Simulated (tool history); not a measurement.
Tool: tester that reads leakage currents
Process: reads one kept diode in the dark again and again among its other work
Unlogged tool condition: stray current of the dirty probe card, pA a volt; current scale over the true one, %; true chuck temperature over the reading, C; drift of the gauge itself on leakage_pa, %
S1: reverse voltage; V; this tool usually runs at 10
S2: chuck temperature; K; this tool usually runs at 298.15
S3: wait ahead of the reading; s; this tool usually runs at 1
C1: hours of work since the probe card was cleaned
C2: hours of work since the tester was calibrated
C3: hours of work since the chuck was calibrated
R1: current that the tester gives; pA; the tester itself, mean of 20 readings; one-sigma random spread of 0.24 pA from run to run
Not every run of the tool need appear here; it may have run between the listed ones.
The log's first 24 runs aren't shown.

{"hour": 2395.6, "done": "chuck's temperature calibrated"}
{"run": 25, "hour": 2400.8, "S1": 9.3, "S2": 313.15, "S3": 9.37, "C1": 573, "C2": 2429, "C3": 4, "R1": 271.8}
{"run": 26, "hour": 2529.9, "S1": 9.3, "S2": 301.15, "S3": 2.83, "C1": 660, "C2": 2516, "C3": 90, "R1": 97.43}
{"run": 27, "hour": 2641.8, "S1": 3, "S2": 294.15, "S3": 5.7, "C1": 735, "C2": 2591, "C3": 165, "R1": 28.51}
{"run": 28, "hour": 2774.6, "S1": 3, "S2": 294.15, "S3": 5.7, "C1": 824, "C2": 2680, "C3": 254, "R1": 28.42}
{"run": 29, "hour": 2865.4, "S1": 8.2, "S2": 298.15, "S3": 1, "C1": 885, "C2": 2741, "C3": 315, "R1": 72.71}
{"run": 30, "hour": 2979.8, "S1": 10, "S2": 323.15, "S3": 2.66, "C1": 962, "C2": 2817, "C3": 392, "R1": 656.03}
{"run": 31, "hour": 3060.6, "S1": 10, "S2": 323.15, "S3": 2.66, "C1": 1016, "C2": 2872, "C3": 446, "R1": 654.98}
{"run": 32, "hour": 3172.0, "S1": 13.8, "S2": 305.15, "S3": 2.66, "C1": 1090, "C2": 2946, "C3": 521, "R1": 172.33}

Predict each of these 4 candidate next runs independently; none follows another, all start after run 32:
{"hour": 3246.9, "done": "probe card cleaned and baked"}
{"run": "A", "hour": 3275.0, "S1": 7.4, "S2": 297.15, "S3": 1, "C1": 19, "C2": 3013, "C3": 588, "R1": "?"}
{"hour": 3246.9, "done": "probe card cleaned and baked"}
{"run": "B", "hour": 3275.0, "S1": 13.8, "S2": 296.15, "S3": 2.66, "C1": 19, "C2": 3013, "C3": 588, "R1": "?"}
{"hour": 3246.9, "done": "probe card cleaned and baked"}
{"run": "C", "hour": 3275.0, "S1": 13.8, "S2": 303.15, "S3": 1.86, "C1": 19, "C2": 3013, "C3": 588, "R1": "?"}
{"hour": 3246.9, "done": "probe card cleaned and baked"}
{"run": "D", "hour": 3275.0, "S1": 13.8, "S2": 311.15, "S3": 2.64, "C1": 19, "C2": 3013, "C3": 588, "R1": "?"}

run=A R1=61.89
run=B R1=75.58
run=C R1=144.39
run=D R1=284.81
Stripped of hidden state, with their random variation kept, the same runs would have yielded:
run=A R1=60.09
run=B R1=73.28
run=C R1=140.27
run=D R1=277.06
